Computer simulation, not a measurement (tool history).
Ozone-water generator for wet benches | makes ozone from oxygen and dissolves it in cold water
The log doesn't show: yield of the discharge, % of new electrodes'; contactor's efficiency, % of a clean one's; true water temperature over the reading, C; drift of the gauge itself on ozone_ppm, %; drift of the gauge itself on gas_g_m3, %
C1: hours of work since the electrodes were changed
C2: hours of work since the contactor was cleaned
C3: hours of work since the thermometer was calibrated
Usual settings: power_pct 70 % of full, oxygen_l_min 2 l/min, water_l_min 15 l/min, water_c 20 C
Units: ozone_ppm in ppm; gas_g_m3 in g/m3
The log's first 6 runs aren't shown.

Run 7, hour 304.1: usual settings but oxygen_l_min 1.79 l/min; C1 319; C2 3684; C3 2308. Result: ozone_ppm 12.6 ppm, gas_g_m3 246 g/m3.
Run 8, hour 367.4: usual settings but power_pct 71 % of full; C1 375; C2 3740; C3 2364. Result: ozone_ppm 12.7 ppm, gas_g_m3 229.3 g/m3.
Run 9, hour 434.8: usual settings; C1 434; C2 3799; C3 2424. Result: ozone_ppm 12.6 ppm, gas_g_m3 228.5 g/m3.
Run 10, hour 470.3: usual settings but power_pct 49 % of full; C1 466; C2 3830; C3 2455. Result: ozone_ppm 10.2 ppm, gas_g_m3 186.6 g/m3.
Run 11, hour 505.1: usual settings but power_pct 49 % of full; C1 497; C2 3861; C3 2486. Result: ozone_ppm 10.2 ppm, gas_g_m3 188.3 g/m3.
Run 12, hour 555.3: usual settings but power_pct 49 % of full; C1 541; C2 3905; C3 2530. Result: ozone_ppm 10.2 ppm, gas_g_m3 185.4 g/m3.
Run 13, hour 590: usual settings but power_pct 49 % of full; C1 571; C2 3936; C3 2561. Result: ozone_ppm 10.4 ppm, gas_g_m3 185.3 g/m3.
Run 14, hour 621.2: usual settings but power_pct 49 % of full; C1 599; C2 3964; C3 2588. Result: ozone_ppm 10.2 ppm, gas_g_m3 184.8 g/m3.
Run 15, hour 651.8: usual settings; C1 626; C2 3991; C3 2615. Result: ozone_ppm 12.2 ppm, gas_g_m3 225.3 g/m3.
Run 16, hour 684.4: usual settings; C1 655; C2 4019; C3 2644. Result: ozone_ppm 12.5 ppm, gas_g_m3 223.7 g/m3.
Run 17, hour 722.3: usual settings but power_pct 58 % of full, water_l_min 14 l/min; C1 688; C2 4053; C3 2677. Result: ozone_ppm 11.9 ppm, gas_g_m3 201.6 g/m3.
Run 18, hour 782.4: usual settings but power_pct 68 % of full, oxygen_l_min 2.02 l/min, water_l_min 11 l/min, water_c 15 C; C1 741; C2 4106; C3 2730. Result: ozone_ppm 17.1 ppm, gas_g_m3 219.6 g/m3.
Run 19, hour 823.7: usual settings but oxygen_l_min 1.28 l/min, water_c 15 C; C1 778; C2 4142; C3 2767. Result: ozone_ppm 12.2 ppm, gas_g_m3 298.3 g/m3.
Run 20, hour 863.1: usual settings but power_pct 53 % of full, oxygen_l_min 1.07 l/min, water_l_min 19 l/min, water_c 14 C; C1 813; C2 4177; C3 2802. Result: ozone_ppm 7.8 ppm, gas_g_m3 288.4 g/m3.
Run 21, hour 911.1: usual settings but power_pct 53 % of full, oxygen_l_min 1.07 l/min, water_l_min 19 l/min, water_c 14 C; C1 855; C2 4220; C3 2844. Result: ozone_ppm 7.9 ppm, gas_g_m3 289.3 g/m3.
Run 22, hour 943.6: usual settings but power_pct 53 % of full, oxygen_l_min 1.07 l/min, water_l_min 19 l/min, water_c 14 C; C1 884; C2 4248; C3 2873. Result: ozone_ppm 7.6 ppm, gas_g_m3 288.6 g/m3.
Run 23, hour 989.1: usual settings but power_pct 96 % of full, oxygen_l_min 1.72 l/min, water_l_min 12 l/min, water_c 17 C; C1 924; C2 4288; C3 2913. Result: ozone_ppm 18.6 ppm, gas_g_m3 294.4 g/m3.
Run 24, hour 1055.7: usual settings but power_pct 96 % of full, oxygen_l_min 1.72 l/min, water_l_min 12 l/min, water_c 17 C; C1 983; C2 4347; C3 2972. Result: ozone_ppm 18.2 ppm, gas_g_m3 287.9 g/m3.
Run 25, hour 1083.9: usual settings but power_pct 68 % of full, oxygen_l_min 1.55 l/min, water_l_min 12 l/min, water_c 13 C; C1 1007; C2 4372; C3 2997. Result: ozone_ppm 15.5 ppm, gas_g_m3 260.4 g/m3.
Run 26, hour 1124.7: usual settings but power_pct 68 % of full, oxygen_l_min 1.55 l/min, water_l_min 12 l/min, water_c 13 C; C1 1044; C2 4408; C3 3033. Result: ozone_ppm 15.8 ppm, gas_g_m3 255.6 g/m3.
Run 27, hour 1182.3: usual settings but power_pct 68 % of full, oxygen_l_min 1.55 l/min, water_l_min 17 l/min, water_c 13 C; C1 1094; C2 4459; C3 3084. Result: ozone_ppm 10.8 ppm, gas_g_m3 254.4 g/m3.
Run 28, hour 1245.2: usual settings but power_pct 68 % of full, oxygen_l_min 1.55 l/min, water_l_min 17 l/min, water_c 13 C; C1 1150; C2 4515; C3 3139. Result: ozone_ppm 10.5 ppm, gas_g_m3 257.5 g/m3.
Run 29, hour 1286.9: usual settings but power_pct 68 % of full, oxygen_l_min 1.55 l/min, water_l_min 17 l/min, water_c 13 C; C1 1187; C2 4551; C3 3176. Result: ozone_ppm 10.8 ppm, gas_g_m3 254.9 g/m3.

Forecast run 30:
Run 30, hour 1328: usual settings but power_pct 60 % of full, oxygen_l_min 1.75 l/min, water_l_min 17 l/min, water_c 13 C; C1 1223; C2 4588; C3 3212. Result: ozone_ppm ?, gas_g_m3 ?.

{"run 30": {"ozone_ppm": 10.1, "gas_g_m3": 222.2}}
Without the tool's hidden state the same run would have given ozone_ppm 11.1 ppm, gas_g_m3 232.5 g/m3.
